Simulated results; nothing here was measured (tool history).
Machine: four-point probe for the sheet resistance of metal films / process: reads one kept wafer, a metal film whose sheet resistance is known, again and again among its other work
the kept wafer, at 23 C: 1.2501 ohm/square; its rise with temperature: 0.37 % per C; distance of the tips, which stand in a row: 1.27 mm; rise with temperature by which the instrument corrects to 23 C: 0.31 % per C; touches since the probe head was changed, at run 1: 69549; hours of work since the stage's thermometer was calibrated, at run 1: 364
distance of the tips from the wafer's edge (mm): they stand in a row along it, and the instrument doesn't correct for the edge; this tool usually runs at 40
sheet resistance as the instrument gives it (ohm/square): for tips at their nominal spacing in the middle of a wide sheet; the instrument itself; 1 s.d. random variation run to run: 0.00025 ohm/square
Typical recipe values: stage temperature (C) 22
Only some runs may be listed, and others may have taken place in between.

run,hour,stage temperature (C),distance of the tips from the wafer's edge (mm),touches since the probe head was changed,hours of work since the stage's thermometer was calibrated,sheet resistance as the instrument gives it (ohm/square)
1,0,22,40,69549,364,1.260226
2,32.4,20,40,70713,378,1.25823
3,63.1,22,40,71817,391,1.260726
4,85.5,22,40,72623,401,1.260697
5,109.3,29,40,73478,411,1.265837
6,150.7,29,40,74966,428,1.266632
7,190.5,22,40,76395,445,1.261036
8,219.2,22,40,77424,457,1.261016
9,247,22,40,78425,469,1.261203
10,274.6,22,40,79418,481,1.26122
11,301.3,22,40,80377,492,1.261201
12,323.5,22,40,81172,502,1.261397
13,344.7,22,40,81935,511,1.261564
14,378.1,22,40,83136,525,1.261249
15,402.9,22,40,84029,536,1.262063
16,438.3,22,40,85298,551,1.262433
17,465.6,22,43,86280,562,1.262545
18,486.2,22,40,87020,571,1.262554
19,504.4,22,40,87674,579,1.262872
20,544.3,22,40,89110,596,1.262695
21,586.7,22,13,90633,614,1.268598
22,609.2,22,13,91442,623,1.268994
23,634.3,22,13,92342,634,1.269436
24,671.9,32,23,93695,650,1.272769
25,703.7,29,5,94838,663,1.311082
26,726.7,29,5,95662,673,1.311323
27,749,29,5,96466,683,1.310833
28,788.5,29,5,97886,700,1.311489
29,819.6,29,5,99001,713,1.311311
30,844.4,29,5,99894,723,1.311968
# hour 848.3: new probe head fitted
31,871.7,25,9,842,735,1.265293
32,910.6,26,6,2241,751,1.282557
33,930.6,22,6,2960,760,1.279362
34,962.7,22,4,4113,773,1.314232
35,1003.4,32,5,5575,791,1.30005
36,1041.2,32,5,6933,807,1.300663
37,1071.1,21,28,8006,819,1.251501
38,1101.7,18,7,9108,832,1.269239
39,1136.5,28,38,10357,847,1.256394
40,1174.8,22,7,11733,863,1.272855
41,1192.6,29,6,12372,871,1.286324
42,1218.3,27,24,13296,882,1.257137
43,1244.6,27,24,14242,893,1.257445
44,1267.1,27,24,15051,903,1.257584

Predict each of these 3 candidate next runs independently; none follows another, all start after run 44:
A,1303.1,34,31,16344,918,?
B,1303.1,27,27,16344,918,?
C,1303.1,32,10,16344,918,?

run,sheet resistance as the instrument gives it (ohm/square)
A,1.262358
B,1.257421
C,1.270701
With no hidden state in the tool, these same runs would have given:
run,sheet resistance as the instrument gives it (ohm/square)
A,1.259733
B,1.254827
C,1.268067
